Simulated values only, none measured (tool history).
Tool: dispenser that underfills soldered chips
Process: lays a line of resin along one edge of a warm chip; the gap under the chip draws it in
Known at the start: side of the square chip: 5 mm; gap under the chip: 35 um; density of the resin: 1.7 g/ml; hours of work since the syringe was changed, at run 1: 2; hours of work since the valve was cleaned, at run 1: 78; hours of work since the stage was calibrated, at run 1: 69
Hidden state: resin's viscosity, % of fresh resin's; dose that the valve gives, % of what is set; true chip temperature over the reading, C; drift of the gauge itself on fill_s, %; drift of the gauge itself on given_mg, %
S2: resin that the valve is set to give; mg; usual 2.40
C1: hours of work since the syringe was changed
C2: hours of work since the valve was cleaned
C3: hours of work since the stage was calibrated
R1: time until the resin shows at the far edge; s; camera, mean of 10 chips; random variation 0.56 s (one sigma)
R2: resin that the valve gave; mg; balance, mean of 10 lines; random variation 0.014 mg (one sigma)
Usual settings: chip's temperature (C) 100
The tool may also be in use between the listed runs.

{"run": 1, "hour": 0.0, "chip's temperature (C)": 100, "S2": 2.4, "C1": 2, "C2": 78, "C3": 69, "R1": 49.7, "R2": 2.31}
{"run": 2, "hour": 2.3, "chip's temperature (C)": 100, "S2": 3.08, "C1": 3, "C2": 80, "C3": 71, "R1": 51.9, "R2": 2.97}
{"run": 3, "hour": 5.7, "chip's temperature (C)": 100, "S2": 3.08, "C1": 6, "C2": 82, "C3": 73, "R1": 58.1, "R2": 2.97}
{"hour": 8.3, "done": "new syringe of resin"}
{"run": 4, "hour": 10.3, "chip's temperature (C)": 100, "S2": 3.08, "C1": 1, "C2": 85, "C3": 76, "R1": 48.7, "R2": 2.96}
{"run": 5, "hour": 13.3, "chip's temperature (C)": 100, "S2": 3.08, "C1": 4, "C2": 88, "C3": 78, "R1": 54.3, "R2": 2.95}
{"run": 6, "hour": 16.7, "chip's temperature (C)": 109, "S2": 2.4, "C1": 6, "C2": 90, "C3": 81, "R1": 45.7, "R2": 2.31}
{"hour": 18.9, "done": "new syringe of resin"}
{"run": 7, "hour": 20.5, "chip's temperature (C)": 109, "S2": 2.4, "C1": 1, "C2": 93, "C3": 84, "R1": 37.5, "R2": 2.3}
{"run": 8, "hour": 24.2, "chip's temperature (C)": 109, "S2": 2.4, "C1": 4, "C2": 95, "C3": 86, "R1": 42.9, "R2": 2.29}
{"run": 9, "hour": 27.9, "chip's temperature (C)": 109, "S2": 2.4, "C1": 7, "C2": 98, "C3": 89, "R1": 48.7, "R2": 2.29}
{"hour": 29.4, "done": "new syringe of resin"}
{"run": 10, "hour": 31.5, "chip's temperature (C)": 111, "S2": 2.97, "C1": 2, "C2": 101, "C3": 91, "R1": 34.0, "R2": 2.82}
{"run": 11, "hour": 34.7, "chip's temperature (C)": 111, "S2": 2.97, "C1": 4, "C2": 103, "C3": 94, "R1": 38.7, "R2": 2.83}
{"run": 12, "hour": 36.7, "chip's temperature (C)": 108, "S2": 2.33, "C1": 5, "C2": 104, "C3": 95, "R1": 44.8, "R2": 2.22}
{"hour": 40.1, "done": "new syringe of resin"}
{"run": 13, "hour": 41.3, "chip's temperature (C)": 94, "S2": 2.09, "C1": 1, "C2": 108, "C3": 98, "R1": 61.5, "R2": 2.02}
{"run": 14, "hour": 45.9, "chip's temperature (C)": 101, "S2": 2.18, "C1": 4, "C2": 111, "C3": 102, "R1": 56.7, "R2": 2.07}
{"run": 15, "hour": 48.6, "chip's temperature (C)": 101, "S2": 2.18, "C1": 6, "C2": 113, "C3": 104, "R1": 61.4, "R2": 2.08}
{"hour": 50.4, "done": "new syringe of resin"}
{"run": 16, "hour": 52.8, "chip's temperature (C)": 105, "S2": 2.2, "C1": 2, "C2": 116, "C3": 107, "R1": 43.7, "R2": 2.1}

The next listed run, before its measurement:
{"run": 17, "hour": 54.9, "chip's temperature (C)": 86, "S2": 3.1, "C1": 3, "C2": 117, "C3": 108, "R1": "?", "R2": "?"}

Run 17 gave R1 88.2 s, R2 2.95 mg.
Without the tool's hidden state the same run would have given R1 75.7 s, R2 3.12 mg.
